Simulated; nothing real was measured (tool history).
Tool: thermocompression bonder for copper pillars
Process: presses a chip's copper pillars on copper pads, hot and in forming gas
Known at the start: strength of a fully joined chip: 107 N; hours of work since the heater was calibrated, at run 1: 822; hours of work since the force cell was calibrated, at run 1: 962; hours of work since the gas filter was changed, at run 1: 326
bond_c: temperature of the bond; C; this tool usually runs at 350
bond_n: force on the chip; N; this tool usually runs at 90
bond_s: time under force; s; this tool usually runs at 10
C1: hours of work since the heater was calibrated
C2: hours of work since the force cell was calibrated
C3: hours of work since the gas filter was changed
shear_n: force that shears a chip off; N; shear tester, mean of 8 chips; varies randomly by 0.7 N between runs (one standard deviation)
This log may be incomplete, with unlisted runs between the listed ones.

{"run": 1, "hour": 0.0, "bond_c": 350, "bond_n": 90, "bond_s": 10, "C1": 822, "C2": 962, "C3": 326, "shear_n": 67.4}
{"hour": 53.5, "done": "forming gas filter changed"}
{"run": 2, "hour": 55.5, "bond_c": 350, "bond_n": 90, "bond_s": 10, "C1": 850, "C2": 990, "C3": 1, "shear_n": 72.2}
{"run": 3, "hour": 81.4, "bond_c": 350, "bond_n": 90, "bond_s": 10, "C1": 863, "C2": 1003, "C3": 14, "shear_n": 72.0}
{"run": 4, "hour": 142.9, "bond_c": 350, "bond_n": 90, "bond_s": 10, "C1": 894, "C2": 1034, "C3": 45, "shear_n": 70.8}
{"run": 5, "hour": 187.1, "bond_c": 350, "bond_n": 90, "bond_s": 10, "C1": 917, "C2": 1056, "C3": 68, "shear_n": 73.3}
{"run": 6, "hour": 219.3, "bond_c": 350, "bond_n": 90, "bond_s": 12, "C1": 933, "C2": 1073, "C3": 84, "shear_n": 74.2}
{"run": 7, "hour": 275.9, "bond_c": 350, "bond_n": 90, "bond_s": 12, "C1": 962, "C2": 1101, "C3": 112, "shear_n": 73.0}
{"run": 8, "hour": 300.9, "bond_c": 350, "bond_n": 90, "bond_s": 12, "C1": 974, "C2": 1114, "C3": 125, "shear_n": 73.5}
{"run": 9, "hour": 342.1, "bond_c": 350, "bond_n": 90, "bond_s": 12, "C1": 995, "C2": 1135, "C3": 146, "shear_n": 73.1}
{"run": 10, "hour": 376.7, "bond_c": 350, "bond_n": 90, "bond_s": 12, "C1": 1013, "C2": 1152, "C3": 163, "shear_n": 73.6}
{"run": 11, "hour": 409.1, "bond_c": 350, "bond_n": 90, "bond_s": 12, "C1": 1029, "C2": 1169, "C3": 180, "shear_n": 71.9}
{"run": 12, "hour": 467.2, "bond_c": 325, "bond_n": 127, "bond_s": 17, "C1": 1058, "C2": 1198, "C3": 209, "shear_n": 77.3}
{"run": 13, "hour": 493.5, "bond_c": 380, "bond_n": 85, "bond_s": 18, "C1": 1072, "C2": 1211, "C3": 222, "shear_n": 87.0}
{"run": 14, "hour": 527.5, "bond_c": 380, "bond_n": 85, "bond_s": 18, "C1": 1089, "C2": 1228, "C3": 240, "shear_n": 86.3}
{"hour": 570.6, "done": "force cell calibrated"}
{"run": 15, "hour": 571.0, "bond_c": 380, "bond_n": 85, "bond_s": 18, "C1": 1110, "C2": 0, "C3": 261, "shear_n": 86.0}
{"run": 16, "hour": 631.0, "bond_c": 362, "bond_n": 119, "bond_s": 6, "C1": 1140, "C2": 31, "C3": 291, "shear_n": 69.9}
{"run": 17, "hour": 666.3, "bond_c": 350, "bond_n": 99, "bond_s": 12, "C1": 1158, "C2": 48, "C3": 309, "shear_n": 71.7}

Hidden condition of the tool, last listed run before each entry between runs versus first listed run after:
From run 1 to run 2: forming gas filter changed (hour 53.5)
  true temperature of the bond over the reading, C: -5.5 -> -5.7; force that reaches the chip, % of what is set: 103.2 -> 103.3; oxide that the forming gas leaves, % of the face: 9.32 -> 0.64
  the result without the hidden state subtracted from the measured one, shear_n: -8.0 -> -1.6 N
From run 14 to run 15: force cell calibrated (hour 570.6)
  true temperature of the bond over the reading, C: -7.3 -> -7.4; force that reaches the chip, % of what is set: 104 -> 100.7; oxide that the forming gas leaves, % of the face: 6.62 -> 7.11
  the result without the hidden state subtracted from the measured one, shear_n: -6.9 -> -8.1 N
